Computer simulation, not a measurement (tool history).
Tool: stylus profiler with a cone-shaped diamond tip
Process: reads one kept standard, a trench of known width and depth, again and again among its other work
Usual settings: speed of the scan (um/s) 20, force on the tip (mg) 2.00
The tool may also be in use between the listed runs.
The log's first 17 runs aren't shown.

run    hour  speed of the scan (um/s)  force on the tip (mg)  scans with this tip  hours of work since the height scale was calibrated  depth of the trench (Å)  width of the trench's floor (µm)
 18  1423.0                        20                   2.00                17574                                                 1978                   5044.1                             46.85
 19  1479.4                        20                   2.00                17862                                                 2010                   5047.2                             46.87
 20  1569.1                        20                   2.00                18320                                                 2062                   5044.3                             46.88
     1577.8  -- height scale calibrated on a step standard
 21  1645.7                        20                   2.00                18708                                                   39                   5046.3                             46.94
 22  1727.5                        20                   2.00                19126                                                   86                   5040.8                             46.91
 23  1834.5                        20                   2.00                19673                                                  148                   5039.1                             46.88
 24  1897.7                         9                   0.94                19995                                                  184                   5026.9                             46.97
 25  1984.8                        79                   1.03                20440                                                  234                   5026.1                             46.43
 26  2065.9                         8                   2.44                20854                                                  281                   5049.5                             46.90
 27  2145.3                        37                   3.25                21259                                                  326                   5060.3                             46.84
 28  2207.7                         6                   3.48                21578                                                  362                   5060.9                             46.94
 29  2298.7                        60                   1.38                22043                                                  414                   5033.5                             46.55
 30  2410.2                         8                   0.98                22612                                                  478                   5026.8                             46.86
 31  2470.2                         8                   0.98                22919                                                  513                   5026.6                             46.86
 32  2552.8                         8                   0.98                23340                                                  560                   5026.0                             46.93
 33  2642.1                         8                   0.98                23796                                                  612                   5025.0                             46.90
 34  2726.8                         7                   0.82                24229                                                  660                   5023.3                             46.96
 35  2805.3                        12                   5.27                24630                                                  705                   5082.6                             46.92
 36  2878.3                         7                   4.73                25002                                                  747                   5075.9                             46.89
 37  2962.2                         7                   4.73                25431                                                  796                   5076.5                             46.94
 38  3025.0                        14                   4.28                25751                                                  832                   5072.1                             46.89
 39  3098.4                        68                   5.94                26127                                                  874                   5088.1                             46.73

Forecast run 40:
 40  3183.5                        20                   1.48                26561                                                  923                        ?                                 ?

{"run 40": {"depth of the trench (Å)": 5032.7, "width of the trench's floor (µm)": 46.88}}
Without the tool's hidden state the same run would have given depth of the trench (Å) 5032.5, width of the trench's floor (µm) 46.91.
